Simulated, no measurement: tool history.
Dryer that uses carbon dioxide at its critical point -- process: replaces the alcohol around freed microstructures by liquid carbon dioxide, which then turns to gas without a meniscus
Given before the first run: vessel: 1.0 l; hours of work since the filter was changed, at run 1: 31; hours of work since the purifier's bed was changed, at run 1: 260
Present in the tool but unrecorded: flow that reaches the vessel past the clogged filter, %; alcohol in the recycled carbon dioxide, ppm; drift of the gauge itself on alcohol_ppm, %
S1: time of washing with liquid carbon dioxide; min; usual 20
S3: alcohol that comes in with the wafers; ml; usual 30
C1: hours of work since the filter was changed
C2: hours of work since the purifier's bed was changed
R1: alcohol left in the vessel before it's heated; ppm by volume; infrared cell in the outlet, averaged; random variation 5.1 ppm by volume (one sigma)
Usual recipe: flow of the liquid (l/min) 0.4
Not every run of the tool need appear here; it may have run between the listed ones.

run 1 hour=0 | S1=20 flow_of_the_liquid_(l/min)=0.4 S3=30 | C1=31 C2=260 | R1=113
run 2 hour=20.2 | S1=20 flow_of_the_liquid_(l/min)=0.574 S3=30 | C1=42 C2=271 | R1=71
run 3 hour=29.8 | S1=20 flow_of_the_liquid_(l/min)=0.429 S3=30 | C1=47 C2=276 | R1=107
run 4 hour=46.1 | S1=20 flow_of_the_liquid_(l/min)=0.284 S3=30 | C1=56 C2=285 | R1=401
run 5 hour=59 | S1=19 flow_of_the_liquid_(l/min)=0.4 S3=30 | C1=63 C2=292 | R1=138
run 6 hour=68.3 | S1=19 flow_of_the_liquid_(l/min)=0.4 S3=30 | C1=68 C2=297 | R1=143
run 7 hour=78.5 | S1=20 flow_of_the_liquid_(l/min)=0.4 S3=30 | C1=73 C2=302 | R1=124
run 8 hour=94.6 | S1=20 flow_of_the_liquid_(l/min)=0.4 S3=30 | C1=82 C2=311 | R1=122
run 9 hour=112 | S1=20 flow_of_the_liquid_(l/min)=0.4 S3=30 | C1=91 C2=320 | R1=133
run 10 hour=127.6 | S1=20 flow_of_the_liquid_(l/min)=0.4 S3=30 | C1=99 C2=328 | R1=132
run 11 hour=140.8 | S1=32 flow_of_the_liquid_(l/min)=0.4 S3=30 | C1=106 C2=335 | R1=91
run 12 hour=160.5 | S1=32 flow_of_the_liquid_(l/min)=0.4 S3=30 | C1=117 C2=346 | R1=88
run 13 hour=173.1 | S1=32 flow_of_the_liquid_(l/min)=0.4 S3=30 | C1=124 C2=352 | R1=88
run 14 hour=189.4 | S1=20 flow_of_the_liquid_(l/min)=0.4 S3=37 | C1=132 C2=361 | R1=154
run 15 hour=209 | S1=29 flow_of_the_liquid_(l/min)=0.325 S3=53 | C1=143 C2=371 | R1=120
run 16 hour=227.1 | S1=20 flow_of_the_liquid_(l/min)=0.4 S3=67 | C1=152 C2=381 | R1=222
run 17 hour=244.4 | S1=18 flow_of_the_liquid_(l/min)=0.371 S3=36 | C1=162 C2=390 | R1=292
run 18 hour=257.8 | S1=20 flow_of_the_liquid_(l/min)=0.431 S3=62 | C1=169 C2=397 | R1=167
run 19 hour=266.8 | S1=20 flow_of_the_liquid_(l/min)=0.431 S3=62 | C1=173 C2=402 | R1=169
run 20 hour=281.3 | S1=20 flow_of_the_liquid_(l/min)=0.431 S3=62 | C1=181 C2=410 | R1=171
run 21 hour=301.5 | S1=20 flow_of_the_liquid_(l/min)=0.578 S3=62 | C1=192 C2=421 | R1=115
run 22 hour=319.4 | S1=20 flow_of_the_liquid_(l/min)=0.578 S3=62 | C1=201 C2=430 | R1=116
run 23 hour=336.1 | S1=20 flow_of_the_liquid_(l/min)=0.578 S3=62 | C1=210 C2=439 | R1=118
run 24 hour=346.7 | S1=14 flow_of_the_liquid_(l/min)=0.471 S3=39 | C1=216 C2=445 | R1=338
run 25 hour=356.9 | S1=29 flow_of_the_liquid_(l/min)=0.262 S3=39 | C1=221 C2=450 | R1=238
run 26 hour=375.4 | S1=12 flow_of_the_liquid_(l/min)=0.4 S3=25 | C1=231 C2=460 | R1=731
run 27 hour=390.8 | S1=12 flow_of_the_liquid_(l/min)=0.4 S3=25 | C1=239 C2=468 | R1=729
run 28 hour=406.6 | S1=19 flow_of_the_liquid_(l/min)=0.393 S3=29 | C1=248 C2=477 | R1=200

What if the next run were any one of these 3? Each begins from the tool's condition after run 28:
run A hour=422.4 | S1=13 flow_of_the_liquid_(l/min)=0.273 S3=44 | C1=256 C2=485 | R1=?
run B hour=422.4 | S1=20 flow_of_the_liquid_(l/min)=0.25 S3=25 | C1=256 C2=485 | R1=?
run C hour=422.4 | S1=19 flow_of_the_liquid_(l/min)=0.642 S3=21 | C1=256 C2=485 | R1=?

run=A R1=3246
run=B R1=722
run=C R1=118
Without the tool's unlogged condition, the same runs would have read:
run=A R1=2576
run=B R1=464
run=C R1=6

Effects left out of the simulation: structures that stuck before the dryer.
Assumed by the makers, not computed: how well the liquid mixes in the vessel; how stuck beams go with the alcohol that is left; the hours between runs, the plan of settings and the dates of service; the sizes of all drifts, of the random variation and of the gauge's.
